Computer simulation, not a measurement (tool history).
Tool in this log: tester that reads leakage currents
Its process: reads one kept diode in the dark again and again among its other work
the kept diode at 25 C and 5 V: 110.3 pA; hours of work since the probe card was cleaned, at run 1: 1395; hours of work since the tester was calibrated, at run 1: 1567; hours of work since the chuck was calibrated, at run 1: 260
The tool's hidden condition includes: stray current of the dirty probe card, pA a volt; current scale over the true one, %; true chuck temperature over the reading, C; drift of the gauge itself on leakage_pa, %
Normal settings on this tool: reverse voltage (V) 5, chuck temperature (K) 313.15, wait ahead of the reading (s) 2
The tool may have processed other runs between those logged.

run	hour	reverse voltage (V)	chuck temperature (K)	wait ahead of the reading (s)	hours of work since the probe card was cleaned	hours of work since the tester was calibrated	hours of work since the chuck was calibrated	current that the tester gives (pA)
1	0	5	313.15	2	1395	1567	260	419.21
2	40.1	5	313.15	0.46	1425	1597	291	424.47
3	89	5	313.15	2	1463	1635	328	421.73
4	128.4	5	313.15	2.86	1493	1665	358	423.03
5	181.4	5	313.15	2.86	1533	1705	399	423.72
6	220.5	5	296.15	2	1563	1735	429	101.33
7	243.2	5	296.15	2	1581	1753	446	101.54
8	294.7	5	296.15	2	1620	1792	485	100.72
9	319.5	5	313.15	1.64	1639	1811	504	427.74
10	368.9	5	313.15	1.64	1677	1849	542	428.71
11	410.8	5	313.15	1.64	1709	1881	574	428.75
12	454.1	5	313.15	1.64	1742	1914	607	427.86
13	502.6	5	313.15	1.64	1779	1951	645	427.67
14	558.6	5	313.15	9.8	1822	1994	687	425.92
15	610.4	5	313.15	2	1862	2034	727	427.46
16	637.5	5	313.15	2	1882	2054	748	429.1
17	665.4	5	313.15	2	1904	2076	769	429.78
18	714.1	5	313.15	2	1941	2113	806	430.27
19	752.9	5	313.15	0.45	1971	2143	836	435.29
20	791.5	14.2	313.15	0.54	2000	2172	866	624
21	844.9	14.2	313.15	0.54	2041	2213	906	623.61
22	889.2	14.2	313.15	0.54	2075	2247	940	624.39
23	926.1	1.18	314.15	0.49	2103	2275	969	290.82
24	975.4	9.73	313.15	1.31	2141	2313	1006	547.06
25	998.4	9.73	313.15	1.31	2159	2331	1024	548.39
26	1043.2	9.73	313.15	1.31	2193	2365	1058	547.38
27	1092.6	3.59	313.15	1.02	2231	2403	1096	390.7
28	1132.6	3.59	313.15	1.02	2261	2433	1127	391.76
29	1166.7	1.16	296.15	1.02	2287	2459	1153	62.5
30	1218.5	1.16	296.15	1.02	2327	2499	1192	62.42
31	1253	1.16	297.15	7.18	2353	2525	1219	68.51
32	1287.7	3.21	327.15	2	2380	2552	1245	1129.91
33	1342.3	1.52	313.15	2	2422	2594	1287	296.47
34	1380.4	1.52	313.15	2	2451	2623	1316	295.36
35	1415.3	2.4	294.15	0.65	2478	2649	1343	68.87
36	1447.6	10.65	294.15	1.68	2502	2674	1368	124.19
37	1481.8	8.41	299.15	0.36	2528	2700	1394	174.19
38	1505.1	2.76	299.15	0.36	2546	2718	1412	113.06

5 options for the next run, each taken on its own from the tool as it stands now. Forecast them:
A	1559.1	2.76	330.15	0.36	2588	2759	1453	?
B	1559.1	2.04	295.15	6.21	2588	2759	1453	?
C	1559.1	2.76	293.15	0.36	2588	2759	1453	?
D	1559.1	1.2	313.15	2	2588	2759	1453	?
E	1559.1	8.34	313.15	2.38	2588	2759	1453	?

run	current that the tester gives (pA)
A	1355.42
B	70.73
C	68.25
D	275.45
E	527.33
Without the tool's unlogged condition, the same runs would have read:
run	current that the tester gives (pA)
A	1281.75
B	62.62
C	59.16
D	257.64
E	482.78
